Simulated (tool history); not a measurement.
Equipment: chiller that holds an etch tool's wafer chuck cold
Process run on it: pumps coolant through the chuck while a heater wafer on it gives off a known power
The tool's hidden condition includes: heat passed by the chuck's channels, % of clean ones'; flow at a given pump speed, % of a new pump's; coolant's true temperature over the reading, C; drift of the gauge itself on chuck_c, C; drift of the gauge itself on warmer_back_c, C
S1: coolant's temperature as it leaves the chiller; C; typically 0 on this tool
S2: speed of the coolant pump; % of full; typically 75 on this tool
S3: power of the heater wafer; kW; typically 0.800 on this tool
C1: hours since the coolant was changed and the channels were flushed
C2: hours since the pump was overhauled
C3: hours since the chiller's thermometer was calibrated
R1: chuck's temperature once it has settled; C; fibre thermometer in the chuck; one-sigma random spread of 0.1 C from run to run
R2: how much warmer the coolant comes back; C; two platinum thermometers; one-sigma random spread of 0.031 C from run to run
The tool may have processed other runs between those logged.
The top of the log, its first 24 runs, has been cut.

run    hour  S1  S2     S3    C1    C2    C3    R1    R2
 25  2020.9   9  63  0.553  3512  6311   943  14.9  1.92
 26  2089.8   0  81  0.800  3580  6380  1012   7.4  2.10
 27  2162.9  -4  71  0.719  3654  6453  1085   3.0  2.16
 28  2267.1   3  73  0.867  3758  6557  1189  11.3  2.49
 29  2391.7   6  77  0.771  3882  6682  1314  13.3  2.07
 30  2501.6   4  75  0.572  3992  6791  1424   9.6  1.51
 31  2570.0  -5  92  0.668  4061  6860  1492   0.7  1.42
 32  2657.1  -3  75  0.800  4148  6947  1579   4.8  2.12

Below are 4 alternative next runs, each starting from the tool's condition after run 32. Predict each:
  A  2754.2  -6  75  0.800  4245  7044  1677   ?   ?
  B  2754.2   9  75  0.800  4245  7044  1677   ?   ?
  C  2754.2   0  75  0.501  4245  7044  1677   ?   ?
  D  2754.2  -8  76  0.800  4245  7044  1677   ?   ?

run    R1    R2
  A   1.7  2.05
  B  16.6  2.05
  C   4.7  1.16
  D  -0.4  2.08
The same runs, with their run-to-run variation unchanged, on a tool lacking any hidden condition would have given:
run    R1    R2
  A   1.7  2.34
  B  16.6  2.34
  C   4.6  1.45
  D  -0.5  2.37

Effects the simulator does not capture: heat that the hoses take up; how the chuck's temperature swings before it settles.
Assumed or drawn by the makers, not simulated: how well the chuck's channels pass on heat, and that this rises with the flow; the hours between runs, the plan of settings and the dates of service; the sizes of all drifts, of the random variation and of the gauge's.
